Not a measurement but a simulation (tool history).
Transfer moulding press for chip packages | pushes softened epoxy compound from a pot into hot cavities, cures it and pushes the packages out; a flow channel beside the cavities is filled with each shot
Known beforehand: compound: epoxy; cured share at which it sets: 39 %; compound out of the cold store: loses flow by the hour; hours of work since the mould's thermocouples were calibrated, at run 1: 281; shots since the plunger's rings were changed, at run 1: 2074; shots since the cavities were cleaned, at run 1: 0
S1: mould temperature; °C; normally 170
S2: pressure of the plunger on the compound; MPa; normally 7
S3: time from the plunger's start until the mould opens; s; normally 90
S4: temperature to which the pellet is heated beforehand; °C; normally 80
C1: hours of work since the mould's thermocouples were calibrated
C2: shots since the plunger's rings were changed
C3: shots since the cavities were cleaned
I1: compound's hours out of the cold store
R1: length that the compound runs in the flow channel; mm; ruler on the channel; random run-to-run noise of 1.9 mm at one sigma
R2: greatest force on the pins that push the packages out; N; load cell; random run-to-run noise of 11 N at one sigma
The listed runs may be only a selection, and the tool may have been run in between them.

| run | day | S1 | S2 | S3 | S4 | C1 | C2 | C3 | I1 | R1 | R2 |
|---|---|---|---|---|---|---|---|---|---|---|---|
| 1 | 0 | 170 | 7 | 90 | 80 | 281 | 2074 | 0 | 32.6 | 824 | 517 |
| 2 | 0.292 | 170 | 7 | 90 | 80 | 286 | 2173 | 99 | 26.8 | 849 | 568 |
| 3 | 0.783 | 170 | 5.51 | 90 | 80 | 295 | 2342 | 268 | 39.8 | 702 | 663 |
| 4 | 1.171 | 170 | 5.51 | 90 | 80 | 302 | 2474 | 400 | 24.6 | 757 | 688 |
| 5 | 1.588 | 170 | 5.51 | 90 | 80 | 310 | 2616 | 542 | 28.1 | 741 | 751 |
|  | 1.996 | plunger's sealing rings changed |
| 6 | 2.167 | 170 | 5.51 | 90 | 80 | 319 | 59 | 704 | 46.6 | 701 | 748 |
| 7 | 2.5 | 170 | 7 | 90 | 80 | 325 | 173 | 818 | 39 | 820 | 791 |
| 8 | 2.721 | 170 | 8.73 | 90 | 80 | 329 | 248 | 893 | 37.6 | 923 | 767 |
|  | 3.204 | cavities cleaned with cleaning compound and waxed |
| 9 | 3.225 | 170 | 8.73 | 90 | 80 | 337 | 398 | 7 | 47.6 | 871 | 518 |
| 10 | 3.546 | 170 | 8.73 | 90 | 80 | 343 | 508 | 117 | 20.2 | 1008 | 596 |
| 11 | 3.996 | 170 | 8.73 | 90 | 80 | 351 | 661 | 270 | 10.2 | 1060 | 673 |
| 12 | 4.412 | 170 | 6.35 | 90 | 78 | 359 | 803 | 412 | 11.8 | 892 | 735 |
| 13 | 4.65 | 170 | 7 | 90 | 74 | 363 | 884 | 493 | 47.9 | 775 | 706 |
| 14 | 5.133 | 178 | 7 | 111 | 80 | 372 | 1048 | 657 | 27.2 | 831 | 660 |
| 15 | 5.475 | 166 | 7.33 | 111 | 85 | 378 | 1165 | 774 | 13.5 | 963 | 768 |
| 16 | 5.696 | 176 | 6.16 | 102 | 74 | 382 | 1240 | 849 | 26.2 | 788 | 701 |
| 17 | 6.012 | 167 | 6.16 | 92 | 74 | 388 | 1349 | 958 | 14.3 | 872 | 889 |
|  | 6.3 | cavities cleaned with cleaning compound and waxed |
| 18 | 6.375 | 164 | 6.54 | 100 | 80 | 394 | 1451 | 26 | 47.1 | 767 | 585 |
| 19 | 6.646 | 177 | 7 | 116 | 80 | 399 | 1544 | 119 | 36.3 | 791 | 525 |
| 20 | 7.175 | 177 | 7 | 116 | 80 | 408 | 1724 | 299 | 9.3 | 909 | 557 |
| 21 | 7.633 | 178 | 5.24 | 99 | 77 | 417 | 1880 | 455 | 17 | 750 | 607 |
| 22 | 7.962 | 178 | 5.24 | 99 | 77 | 423 | 1993 | 568 | 11.6 | 771 | 620 |

Each row is a separate what-if for the run after 22, all from the same tool condition, not one after another. Results?
| A | 8.196 | 170 | 5.75 | 90 | 80 | 427 | 2072 | 647 | 34 | ? | ? |
| B | 8.196 | 177 | 5.24 | 104 | 77 | 427 | 2072 | 647 | 19.9 | ? | ? |
| C | 8.196 | 173 | 5.24 | 99 | 77 | 427 | 2072 | 647 | 38.6 | ? | ? |
| D | 8.196 | 165 | 7 | 112 | 80 | 427 | 2072 | 647 | 29.6 | ? | ? |
| E | 8.196 | 177 | 5.99 | 99 | 79 | 427 | 2072 | 647 | 26.3 | ? | ? |

| run | R1 | R2 |
|---|---|---|
| A | 742 | 699 |
| B | 741 | 654 |
| C | 684 | 669 |
| D | 855 | 728 |
| E | 766 | 645 |
Without the tool's hidden state the same runs would have given:
| run | R1 | R2 |
|---|---|---|
| A | 766 | 485 |
| B | 765 | 446 |
| C | 707 | 461 |
| D | 883 | 503 |
| E | 791 | 442 |

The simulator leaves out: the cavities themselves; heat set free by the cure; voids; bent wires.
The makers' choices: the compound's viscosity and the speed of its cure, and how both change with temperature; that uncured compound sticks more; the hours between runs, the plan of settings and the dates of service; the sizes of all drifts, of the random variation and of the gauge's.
